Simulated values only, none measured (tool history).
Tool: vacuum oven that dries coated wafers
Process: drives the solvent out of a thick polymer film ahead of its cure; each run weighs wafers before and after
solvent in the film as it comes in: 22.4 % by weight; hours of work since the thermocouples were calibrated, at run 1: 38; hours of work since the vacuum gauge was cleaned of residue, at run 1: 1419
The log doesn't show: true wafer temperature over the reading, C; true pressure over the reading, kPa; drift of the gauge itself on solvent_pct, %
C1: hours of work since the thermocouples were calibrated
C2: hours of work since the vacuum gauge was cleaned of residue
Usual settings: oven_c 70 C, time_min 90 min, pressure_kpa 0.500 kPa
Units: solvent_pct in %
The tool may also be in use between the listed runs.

{"run": 1, "day": 0.0, "oven_c": 70, "time_min": 90, "pressure_kpa": 0.5, "C1": 38, "C2": 1419, "solvent_pct": 5.02}
{"run": 2, "day": 2.867, "oven_c": 70, "time_min": 90, "pressure_kpa": 0.5, "C1": 72, "C2": 1453, "solvent_pct": 5.0}
{"run": 3, "day": 7.0, "oven_c": 70, "time_min": 90, "pressure_kpa": 0.5, "C1": 122, "C2": 1503, "solvent_pct": 5.02}
{"run": 4, "day": 9.038, "oven_c": 70, "time_min": 90, "pressure_kpa": 0.5, "C1": 146, "C2": 1527, "solvent_pct": 5.04}
{"run": 5, "day": 11.321, "oven_c": 70, "time_min": 90, "pressure_kpa": 1.706, "C1": 174, "C2": 1555, "solvent_pct": 6.25}
{"run": 6, "day": 13.988, "oven_c": 59, "time_min": 90, "pressure_kpa": 0.5, "C1": 206, "C2": 1586, "solvent_pct": 11.06}
{"run": 7, "day": 16.996, "oven_c": 59, "time_min": 90, "pressure_kpa": 0.5, "C1": 242, "C2": 1623, "solvent_pct": 11.07}
{"run": 8, "day": 19.825, "oven_c": 70, "time_min": 108, "pressure_kpa": 0.5, "C1": 276, "C2": 1656, "solvent_pct": 4.07}
{"run": 9, "day": 23.762, "oven_c": 70, "time_min": 90, "pressure_kpa": 1.098, "C1": 323, "C2": 1704, "solvent_pct": 5.55}
{"run": 10, "day": 27.075, "oven_c": 70, "time_min": 90, "pressure_kpa": 1.098, "C1": 363, "C2": 1743, "solvent_pct": 5.58}
{"run": 11, "day": 30.079, "oven_c": 77, "time_min": 90, "pressure_kpa": 1.098, "C1": 399, "C2": 1779, "solvent_pct": 2.77}
{"run": 12, "day": 34.062, "oven_c": 70, "time_min": 61, "pressure_kpa": 0.5, "C1": 447, "C2": 1827, "solvent_pct": 7.21}
{"run": 13, "day": 36.908, "oven_c": 70, "time_min": 61, "pressure_kpa": 0.5, "C1": 481, "C2": 1861, "solvent_pct": 7.16}
{"day": 37.608, "done": "vacuum gauge cleaned of residue and calibrated"}
{"run": 14, "day": 39.25, "oven_c": 70, "time_min": 61, "pressure_kpa": 0.5, "C1": 508, "C2": 20, "solvent_pct": 7.27}
{"run": 15, "day": 42.633, "oven_c": 70, "time_min": 61, "pressure_kpa": 0.5, "C1": 549, "C2": 60, "solvent_pct": 7.33}
{"run": 16, "day": 45.625, "oven_c": 70, "time_min": 61, "pressure_kpa": 0.5, "C1": 585, "C2": 96, "solvent_pct": 7.26}
{"run": 17, "day": 48.212, "oven_c": 70, "time_min": 158, "pressure_kpa": 0.5, "C1": 616, "C2": 127, "solvent_pct": 2.85}
{"run": 18, "day": 51.483, "oven_c": 70, "time_min": 158, "pressure_kpa": 0.5, "C1": 655, "C2": 166, "solvent_pct": 2.83}
{"day": 52.625, "done": "vacuum gauge cleaned of residue and calibrated, once more"}
{"run": 19, "day": 55.338, "oven_c": 70, "time_min": 158, "pressure_kpa": 0.5, "C1": 700, "C2": 33, "solvent_pct": 1.54}
{"run": 20, "day": 58.162, "oven_c": 70, "time_min": 158, "pressure_kpa": 0.5, "C1": 734, "C2": 66, "solvent_pct": 1.52}
{"run": 21, "day": 61.929, "oven_c": 70, "time_min": 158, "pressure_kpa": 0.5, "C1": 779, "C2": 112, "solvent_pct": 1.5}
{"run": 22, "day": 64.204, "oven_c": 69, "time_min": 158, "pressure_kpa": 0.835, "C1": 807, "C2": 139, "solvent_pct": 2.14}
{"run": 23, "day": 68.329, "oven_c": 69, "time_min": 158, "pressure_kpa": 0.835, "C1": 856, "C2": 188, "solvent_pct": 2.12}
{"run": 24, "day": 71.554, "oven_c": 57, "time_min": 45, "pressure_kpa": 0.5, "C1": 895, "C2": 227, "solvent_pct": 14.16}
{"run": 25, "day": 75.379, "oven_c": 70, "time_min": 50, "pressure_kpa": 0.5, "C1": 941, "C2": 273, "solvent_pct": 7.31}
{"run": 26, "day": 77.412, "oven_c": 70, "time_min": 50, "pressure_kpa": 0.5, "C1": 965, "C2": 297, "solvent_pct": 7.26}
{"run": 27, "day": 81.521, "oven_c": 67, "time_min": 90, "pressure_kpa": 0.5, "C1": 1014, "C2": 347, "solvent_pct": 5.23}
{"run": 28, "day": 85.088, "oven_c": 57, "time_min": 142, "pressure_kpa": 0.646, "C1": 1057, "C2": 389, "solvent_pct": 8.21}
{"run": 29, "day": 87.942, "oven_c": 57, "time_min": 142, "pressure_kpa": 0.646, "C1": 1091, "C2": 424, "solvent_pct": 8.16}
{"run": 30, "day": 91.067, "oven_c": 57, "time_min": 142, "pressure_kpa": 0.646, "C1": 1129, "C2": 461, "solvent_pct": 8.17}
{"run": 31, "day": 94.95, "oven_c": 71, "time_min": 142, "pressure_kpa": 0.848, "C1": 1175, "C2": 508, "solvent_pct": 1.96}
{"run": 32, "day": 98.942, "oven_c": 71, "time_min": 142, "pressure_kpa": 0.848, "C1": 1223, "C2": 556, "solvent_pct": 1.91}
{"run": 33, "day": 101.7, "oven_c": 78, "time_min": 100, "pressure_kpa": 1.289, "C1": 1256, "C2": 589, "solvent_pct": 1.62}
{"run": 34, "day": 103.654, "oven_c": 70, "time_min": 93, "pressure_kpa": 0.5, "C1": 1280, "C2": 612, "solvent_pct": 3.48}
{"run": 35, "day": 106.0, "oven_c": 60, "time_min": 92, "pressure_kpa": 0.275, "C1": 1308, "C2": 640, "solvent_pct": 8.53}
{"run": 36, "day": 109.546, "oven_c": 60, "time_min": 92, "pressure_kpa": 0.275, "C1": 1351, "C2": 683, "solvent_pct": 8.55}
{"run": 37, "day": 111.462, "oven_c": 83, "time_min": 92, "pressure_kpa": 0.459, "C1": 1374, "C2": 706, "solvent_pct": 0.62}
{"run": 38, "day": 113.692, "oven_c": 83, "time_min": 92, "pressure_kpa": 0.459, "C1": 1400, "C2": 733, "solvent_pct": 0.61}
{"run": 39, "day": 117.712, "oven_c": 83, "time_min": 92, "pressure_kpa": 0.459, "C1": 1448, "C2": 781, "solvent_pct": 0.67}

4 ways to go on from here, each from the tool as it stands after run 39. What would each give?
{"run": "A", "day": 119.767, "oven_c": 65, "time_min": 80, "pressure_kpa": 0.434, "C1": 1473, "C2": 805, "solvent_pct": "?"}
{"run": "B", "day": 119.767, "oven_c": 83, "time_min": 155, "pressure_kpa": 0.775, "C1": 1473, "C2": 805, "solvent_pct": "?"}
{"run": "C", "day": 119.767, "oven_c": 70, "time_min": 49, "pressure_kpa": 0.294, "C1": 1473, "C2": 805, "solvent_pct": "?"}
{"run": "D", "day": 119.767, "oven_c": 83, "time_min": 116, "pressure_kpa": 0.459, "C1": 1473, "C2": 805, "solvent_pct": "?"}

run=A solvent_pct=6.72
run=B solvent_pct=0.79
run=C solvent_pct=6.93
run=D solvent_pct=0.63
Without the tool's hidden state the same runs would have given:
run=A solvent_pct=7.77
run=B solvent_pct=0.59
run=C solvent_pct=8.01
run=D solvent_pct=0.45
